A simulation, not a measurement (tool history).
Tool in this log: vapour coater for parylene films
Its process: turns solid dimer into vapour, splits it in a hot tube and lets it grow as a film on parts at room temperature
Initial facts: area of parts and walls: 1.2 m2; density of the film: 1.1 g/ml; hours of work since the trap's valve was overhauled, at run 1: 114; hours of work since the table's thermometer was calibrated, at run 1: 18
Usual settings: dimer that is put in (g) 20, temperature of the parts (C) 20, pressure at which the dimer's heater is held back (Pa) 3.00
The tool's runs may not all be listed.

run   hour  dimer that is put in (g)  temperature of the parts (C)  pressure at which the dimer's heater is held back (Pa)  hours of work since the trap's valve was overhauled  hours of work since the table's thermometer was calibrated  thickness of the film (nm)
  1    0.0                        20                            20                                                    3.00                                                  114                                                          18                       11640
  2   13.3                        18                            20                                                    3.00                                                  121                                                          24                       10520
  3   37.2                        20                            12                                                    3.00                                                  133                                                          37                       14940
  4   60.1                        20                            12                                                    3.00                                                  144                                                          48                       14710
  5   83.0                        20                            12                                                    3.00                                                  156                                                          60                       14850
  6   94.7                        16                            12                                                    3.00                                                  162                                                          66                       11570
  7  120.3                        20                            20                                                    3.00                                                  175                                                          78                       11730
  8  145.4                        23                            16                                                    2.11                                                  187                                                          91                       15880
  9  160.6                        23                            28                                                    3.00                                                  195                                                          99                       10050
 10  179.9                        13                            15                                                    2.48                                                  205                                                         108                        9320
 11  200.6                        28                            20                                                    7.91                                                  215                                                         119                       15690
     215.1  -- trap's valve overhauled
 12  223.2                        25                            20                                                    2.75                                                    4                                                         128                       14910
 13  246.3                        25                            20                                                    2.75                                                   16                                                         140                       14890

What if the next run were any one of these 4? Each begins from the tool's condition after run 13:
  A  273.7                        12                            15                                                    2.82                                                   30                                                         154                           ?
  B  273.7                        15                            20                                                    2.75                                                   30                                                         154                           ?
  C  273.7                        25                            20                                                    4.98                                                   30                                                         154                           ?
  D  273.7                        14                            13                                                    7.01                                                   30                                                         154                           ?

run  thickness of the film (nm)
  A                        8580
  B                        8900
  C                       14100
  D                       10270
With the hidden condition removed and each run's random variation left untouched, the same runs would have given:
run  thickness of the film (nm)
  A                        8590
  B                        8910
  C                       14110
  D                       10290

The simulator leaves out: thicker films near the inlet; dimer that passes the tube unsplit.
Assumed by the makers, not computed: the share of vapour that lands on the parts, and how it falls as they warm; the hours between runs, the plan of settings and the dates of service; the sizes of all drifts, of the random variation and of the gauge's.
